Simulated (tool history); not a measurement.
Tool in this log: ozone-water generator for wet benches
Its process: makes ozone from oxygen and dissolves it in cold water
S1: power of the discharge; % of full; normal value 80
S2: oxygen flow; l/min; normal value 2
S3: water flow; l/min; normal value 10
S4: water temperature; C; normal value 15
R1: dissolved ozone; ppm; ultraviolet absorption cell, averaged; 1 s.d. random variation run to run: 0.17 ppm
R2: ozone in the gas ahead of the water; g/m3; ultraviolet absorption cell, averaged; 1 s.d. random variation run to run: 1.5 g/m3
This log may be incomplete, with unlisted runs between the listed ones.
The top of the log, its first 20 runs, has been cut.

run 21 hour=1697 | S1=76 S2=2.46 S3=11 S4=8 | R1=25.2 R2=249.2
run 22 hour=1794.6 | S1=80 S2=1.2 S3=12 S4=9 | R1=18 R2=327.9
run 23 hour=1910.1 | S1=51 S2=2 S3=6 S4=15 | R1=30.8 R2=214.4
run 24 hour=1966.5 | S1=82 S2=1.52 S3=6 S4=12 | R1=39.3 R2=310
run 25 hour=2067.4 | S1=51 S2=1.52 S3=6 S4=15 | R1=29.2 R2=237.3
run 26 hour=2173.6 | S1=58 S2=1.4 S3=10 S4=10 | R1=19.3 R2=258.4
run 27 hour=2230.5 | S1=58 S2=1.4 S3=10 S4=10 | R1=19.4 R2=263
run 28 hour=2290 | S1=58 S2=1.4 S3=10 S4=10 | R1=19.4 R2=259.6
run 29 hour=2367.9 | S1=80 S2=2 S3=8 S4=15 | R1=30.8 R2=275
run 30 hour=2464.9 | S1=80 S2=2.72 S3=8 S4=15 | R1=32.8 R2=246.5
run 31 hour=2569.3 | S1=80 S2=2.72 S3=8 S4=15 | R1=33.1 R2=247.6
run 32 hour=2686.9 | S1=80 S2=2.46 S3=10 S4=15 | R1=26.5 R2=254.7

Forecast each of these 3 alternatives for the next run:
run A hour=2763.1 | S1=80 S2=2.42 S3=10 S4=15 | R1=? R2=?
run B hour=2763.1 | S1=80 S2=2.46 S3=13 S4=15 | R1=? R2=?
run C hour=2763.1 | S1=61 S2=2.46 S3=10 S4=15 | R1=? R2=?

run=A R1=26.2 R2=254.9
run=B R1=20.2 R2=253.7
run=C R1=22.6 R2=222
What these runs would have given with no unlogged condition in the tool:
run=A R1=26.3 R2=261.2
run=B R1=20.3 R2=260
run=C R1=22.7 R2=227.4
